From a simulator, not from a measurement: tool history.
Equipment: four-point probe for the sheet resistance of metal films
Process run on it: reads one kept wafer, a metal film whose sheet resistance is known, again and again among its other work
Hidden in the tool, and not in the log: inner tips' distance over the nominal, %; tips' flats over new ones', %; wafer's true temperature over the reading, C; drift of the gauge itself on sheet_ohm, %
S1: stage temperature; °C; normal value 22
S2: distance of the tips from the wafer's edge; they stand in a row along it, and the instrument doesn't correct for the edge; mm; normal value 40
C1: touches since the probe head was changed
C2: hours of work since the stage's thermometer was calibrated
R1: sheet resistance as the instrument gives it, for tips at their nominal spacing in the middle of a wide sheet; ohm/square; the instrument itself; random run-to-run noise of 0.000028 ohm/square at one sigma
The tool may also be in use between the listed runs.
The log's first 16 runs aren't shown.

Run 17, hour 177: usual settings; C1 9199; C2 547. Result: R1 0.140153 ohm/square.
Run 18, hour 185.6: usual settings; C1 9382; C2 552. Result: R1 0.140157 ohm/square.
Run 19, hour 195.6: usual settings but S1 30 °C, S2 52 mm; C1 9592; C2 558. Result: R1 0.139662 ohm/square.
Run 20, hour 205.7: usual settings but S1 32 °C, S2 52 mm; C1 9807; C2 564. Result: R1 0.139636 ohm/square.
Run 21, hour 218.9: usual settings but S1 32 °C, S2 52 mm; C1 10087; C2 572. Result: R1 0.139601 ohm/square.
Run 22, hour 233.6: usual settings but S2 8 mm; C1 10397; C2 580. Result: R1 0.140511 ohm/square.
Run 23, hour 242.8: usual settings but S1 26 °C, S2 14 mm; C1 10593; C2 586. Result: R1 0.14004 ohm/square.
Run 24, hour 256.7: usual settings but S1 23 °C, S2 32 mm; C1 10886; C2 594. Result: R1 0.140084 ohm/square.
Run 25, hour 263.9: usual settings but S1 23 °C, S2 32 mm; C1 11040; C2 599. Result: R1 0.140099 ohm/square.
Run 26, hour 276.4: usual settings but S1 31 °C, S2 8 mm; C1 11303; C2 606. Result: R1 0.139982 ohm/square.
Run 27, hour 287.3: usual settings but S1 27 °C, S2 4 mm; C1 11534; C2 613. Result: R1 0.141086 ohm/square.
Run 28, hour 294: usual settings but S2 29 mm; C1 11677; C2 617. Result: R1 0.140202 ohm/square.
Run 29, hour 308.2: usual settings but S1 27 °C, S2 48 mm; C1 11976; C2 625. Result: R1 0.139898 ohm/square.
Run 30, hour 319.1: usual settings but S1 27 °C, S2 10 mm; C1 12206; C2 632. Result: R1 0.140113 ohm/square.
Run 31, hour 333.9: usual settings but S1 32 °C, S2 43 mm; C1 12520; C2 641. Result: R1 0.139644 ohm/square.
Run 32, hour 345.3: usual settings but S1 35 °C, S2 49 mm; C1 12762; C2 647. Result: R1 0.139487 ohm/square.
Run 33, hour 359.3: usual settings but S2 75 mm; C1 13059; C2 656. Result: R1 0.140205 ohm/square.
Run 34, hour 370.4: usual settings but S2 75 mm; C1 13294; C2 663. Result: R1 0.14018 ohm/square.

What if the next run were any one of these 5? Each begins from the tool's condition after run 34:
Run A, hour 379.6: usual settings; C1 13488; C2 668. Result: R1 ?.
Run B, hour 379.6: usual settings but S1 33 °C, S2 18 mm; C1 13488; C2 668. Result: R1 ?.
Run C, hour 379.6: usual settings but S2 49 mm; C1 13488; C2 668. Result: R1 ?.
Run D, hour 379.6: usual settings but S2 4 mm; C1 13488; C2 668. Result: R1 ?.
Run E, hour 379.6: usual settings but S2 3 mm; C1 13488; C2 668. Result: R1 ?.

run        R1
  A  0.140262
  B  0.139624
  C  0.140216
  D  0.141403
  E  0.142271
Without the tool's hidden state the same runs would have given:
run        R1
  A  0.140111
  B  0.139475
  C  0.140065
  D   0.14125
  E  0.142118
